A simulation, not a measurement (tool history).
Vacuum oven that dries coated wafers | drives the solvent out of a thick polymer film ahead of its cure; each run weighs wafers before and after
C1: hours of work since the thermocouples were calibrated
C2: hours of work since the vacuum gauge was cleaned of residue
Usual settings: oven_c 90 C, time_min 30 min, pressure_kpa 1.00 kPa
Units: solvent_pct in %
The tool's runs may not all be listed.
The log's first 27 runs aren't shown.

Run 28, day 49.233: usual settings but oven_c 82 C, time_min 22 min, pressure_kpa 3.17 kPa; C1 123; C2 2405. Result: solvent_pct 6.72 %.
At day 49.429: vacuum gauge cleaned of residue and calibrated.
Run 29, day 50.771: usual settings but oven_c 93 C, time_min 28 min, pressure_kpa 3.04 kPa; C1 150; C2 24. Result: solvent_pct 2.06 %.
Run 30, day 52.533: usual settings but oven_c 93 C, time_min 36 min, pressure_kpa 2.90 kPa; C1 181; C2 56. Result: solvent_pct 1.60 %.
Run 31, day 55.133: usual settings but oven_c 93 C, time_min 36 min, pressure_kpa 2.90 kPa; C1 228; C2 102. Result: solvent_pct 1.62 %.
Run 32, day 57.142: usual settings but oven_c 93 C, time_min 36 min, pressure_kpa 2.90 kPa; C1 264; C2 138. Result: solvent_pct 1.66 %.
Run 33, day 58.246: usual settings but oven_c 98 C, time_min 22 min, pressure_kpa 2.66 kPa; C1 284; C2 158. Result: solvent_pct 1.61 %.
Run 34, day 59.512: usual settings but oven_c 103 C, time_min 32 min, pressure_kpa 0.63 kPa; C1 306; C2 181. Result: solvent_pct 0.21 %.
Run 35, day 60.600: usual settings but time_min 38 min, pressure_kpa 2.16 kPa; C1 326; C2 200. Result: solvent_pct 1.52 %.
Run 36, day 62.750: usual settings but oven_c 84 C, time_min 15 min, pressure_kpa 2.17 kPa; C1 364; C2 239. Result: solvent_pct 7.63 %.
Run 37, day 64.583: usual settings but oven_c 84 C, time_min 15 min, pressure_kpa 2.17 kPa; C1 397; C2 272. Result: solvent_pct 7.72 %.
Run 38, day 66.879: usual settings but oven_c 95 C, time_min 15 min, pressure_kpa 1.47 kPa; C1 438; C2 313. Result: solvent_pct 3.04 %.
Run 39, day 68.746: usual settings but oven_c 101 C, time_min 47 min, pressure_kpa 3.73 kPa; C1 472; C2 346. Result: solvent_pct 1.34 %.

Forecast run 40:
Run 40, day 69.888: usual settings but time_min 17 min, pressure_kpa 0.88 kPa; C1 492; C2 367. Result: solvent_pct ?.

Run 40 gave solvent_pct 3.85 %.
Without the tool's hidden state the same run would have given solvent_pct 3.85 %.

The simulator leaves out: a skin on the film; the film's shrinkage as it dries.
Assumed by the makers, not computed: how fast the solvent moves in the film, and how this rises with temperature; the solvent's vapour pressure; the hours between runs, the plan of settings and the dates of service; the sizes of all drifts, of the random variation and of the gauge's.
